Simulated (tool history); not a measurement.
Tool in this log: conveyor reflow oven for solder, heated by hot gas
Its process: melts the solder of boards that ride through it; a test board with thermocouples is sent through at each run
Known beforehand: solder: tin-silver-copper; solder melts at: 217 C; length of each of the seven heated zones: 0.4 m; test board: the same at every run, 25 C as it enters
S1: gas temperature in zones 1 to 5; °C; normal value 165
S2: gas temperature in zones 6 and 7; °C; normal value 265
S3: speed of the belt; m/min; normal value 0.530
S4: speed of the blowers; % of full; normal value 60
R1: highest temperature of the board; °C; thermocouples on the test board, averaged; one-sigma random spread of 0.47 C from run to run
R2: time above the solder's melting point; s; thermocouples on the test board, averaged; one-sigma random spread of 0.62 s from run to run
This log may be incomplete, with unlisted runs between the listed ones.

Run 1, day 0.000: usual settings. Result: R1 246.0 °C, R2 58.8 s.
Run 2, day 1.883: usual settings. Result: R1 244.8 °C, R2 59.7 s.
Run 3, day 3.200: usual settings. Result: R1 245.2 °C, R2 60.2 s.
Run 4, day 4.667: usual settings but S2 271 °C. Result: R1 251.3 °C, R2 65.0 s.
Run 5, day 6.388: usual settings but S2 271 °C. Result: R1 251.2 °C, R2 65.2 s.
Run 6, day 9.267: usual settings but S3 0.611 m/min. Result: R1 240.6 °C, R2 43.4 s.
Run 7, day 12.029: usual settings but S3 0.611 m/min. Result: R1 239.5 °C, R2 42.6 s.
Run 8, day 13.692: usual settings but S3 0.611 m/min. Result: R1 243.8 °C, R2 45.1 s.
Run 9, day 15.962: usual settings but S1 158 °C. Result: R1 247.4 °C, R2 56.3 s.
Run 10, day 17.433: usual settings but S1 158 °C. Result: R1 246.6 °C, R2 56.0 s.
Run 11, day 19.742: usual settings but S2 254 °C, S3 0.625 m/min, S4 78 % of full. Result: R1 235.7 °C, R2 37.9 s.
Run 12, day 21.329: usual settings but S2 255 °C, S3 0.462 m/min, S4 75 % of full. Result: R1 243.8 °C, R2 70.1 s.
Run 13, day 23.283: usual settings but S2 255 °C, S3 0.462 m/min, S4 75 % of full. Result: R1 245.3 °C, R2 69.9 s.
Run 14, day 25.158: usual settings but S1 177 °C, S2 274 °C, S3 0.492 m/min. Result: R1 260.6 °C, R2 81.9 s.
Run 15, day 26.362: usual settings but S1 177 °C, S2 274 °C, S3 0.492 m/min. Result: R1 259.7 °C, R2 82.1 s.
Run 16, day 29.221: usual settings but S1 177 °C, S2 274 °C, S3 0.492 m/min, S4 58 % of full. Result: R1 258.5 °C, R2 83.1 s.
Run 17, day 32.050: usual settings but S2 256 °C. Result: R1 239.5 °C, R2 51.2 s.
Run 18, day 33.479: usual settings but S1 161 °C, S2 276 °C, S3 0.544 m/min, S4 64 % of full. Result: R1 256.6 °C, R2 64.2 s.
Run 19, day 35.692: usual settings but S1 169 °C, S2 257 °C, S3 0.456 m/min, S4 66 % of full. Result: R1 245.5 °C, R2 72.2 s.
Run 20, day 37.896: usual settings but S1 175 °C, S4 84 % of full. Result: R1 251.6 °C, R2 71.0 s.

Put back what was entered between runs (4 entries, withheld): which listed runs does each sit between, and how does the hidden state differ from the listed run before to the listed run after?
Runs 3 to 4: flux residue cleaned out of gas plates and filters (day 4.667)
  heat that the gas passes to the board, % of a clean oven's: 93 -> 98.9; belt's true speed, % of the reading: 97.43 -> 97.37; true gas temperature in zones 6 and 7 over the reading, C: -4.22 -> -4.29
  difference, measured minus the result without the unlogged condition, R1: -4.4 -> -3.2 °C; R2: -3.0 -> -0.7 s
Runs 5 to 6: belt drive overhauled, speed set with a stopwatch (day 7.875)
  heat that the gas passes to the board, % of a clean oven's: 98.2 -> 97.1; belt's true speed, % of the reading: 97.3 -> 99.95; true gas temperature in zones 6 and 7 over the reading, C: -4.39 -> -4.53
  difference, measured minus the result without the unlogged condition, R1: -3.4 -> -4.5 °C; R2: -0.8 -> -4.7 s
Runs 7 to 8: thermocouples of zones 6 and 7 changed (day 13.192)
  heat that the gas passes to the board, % of a clean oven's: 95.9 -> 95.4; belt's true speed, % of the reading: 99.83 -> 99.75; true gas temperature in zones 6 and 7 over the reading, C: -4.67 -> -0.42
  difference, measured minus the result without the unlogged condition, R1: -4.9 -> -1.4 °C; R2: -5.2 -> -1.6 s
Runs 12 to 13: flux residue cleaned out of gas plates and filters (day 21.942)
  heat that the gas passes to the board, % of a clean oven's: 92.3 -> 98.4; belt's true speed, % of the reading: 99.38 -> 99.3; true gas temperature in zones 6 and 7 over the reading, C: -0.84 -> -0.93
  difference, measured minus the result without the unlogged condition, R1: -2.0 -> -1.0 °C; R2: -2.6 -> -0.6 s
